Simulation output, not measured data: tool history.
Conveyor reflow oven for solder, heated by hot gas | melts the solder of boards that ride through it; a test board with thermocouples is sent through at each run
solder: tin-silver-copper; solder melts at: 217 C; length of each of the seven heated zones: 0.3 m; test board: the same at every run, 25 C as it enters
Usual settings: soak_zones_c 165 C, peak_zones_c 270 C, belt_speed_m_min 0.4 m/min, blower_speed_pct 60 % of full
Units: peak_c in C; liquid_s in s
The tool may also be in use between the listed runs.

run	day	soak_zones_c	peak_zones_c	belt_speed_m_min	blower_speed_pct	peak_c	liquid_s
1	0	165	270	0.4	60	247.7	58.6
2	0.212	165	270	0.4	60	247.9	59.1
3	0.55	165	270	0.4	60	247.3	58.9
4	0.775	152	270	0.4	60	244.8	51.6
5	1.246	152	270	0.4	76	250.9	59.1
6	1.592	152	270	0.4	76	250.9	59.1
7	1.879	152	270	0.4	76	250.9	58.7
8	2.154	152	270	0.4	76	250.6	58.8
9	2.496	152	270	0.4	76	250.7	59.1
10	2.908	152	270	0.4	76	250.2	58.8
# day 3.112: belt drive overhauled, speed set with a stopwatch
11	3.454	165	263	0.4	60	241.5	52.3
12	3.854	165	266	0.474	60	237.5	37.2
13	4.229	165	270	0.4	60	247.2	58.6
14	4.692	156	279	0.336	76	264.9	86.2
15	5.1	165	270	0.359	60	250.8	70.8

Forecast each of these 4 alternatives for the next run:
# day 5.55: belt drive overhauled, speed set with a stopwatch, once more
A	5.704	156	270	0.38	54	?	?
# day 5.55: belt drive overhauled, speed set with a stopwatch, once more
B	5.704	166	265	0.447	60	?	?
# day 5.55: belt drive overhauled, speed set with a stopwatch, once more
C	5.704	179	270	0.361	57	?	?
# day 5.55: belt drive overhauled, speed set with a stopwatch, once more
D	5.704	165	262	0.357	60	?	?

run	peak_c	liquid_s
A	244.3	53.7
B	238	40.9
C	251.4	75.8
D	243.6	62
Without the tool's hidden state the same runs would have given:
run	peak_c	liquid_s
A	247.6	58
B	241.5	45.6
C	254.4	79
D	246.7	66.4

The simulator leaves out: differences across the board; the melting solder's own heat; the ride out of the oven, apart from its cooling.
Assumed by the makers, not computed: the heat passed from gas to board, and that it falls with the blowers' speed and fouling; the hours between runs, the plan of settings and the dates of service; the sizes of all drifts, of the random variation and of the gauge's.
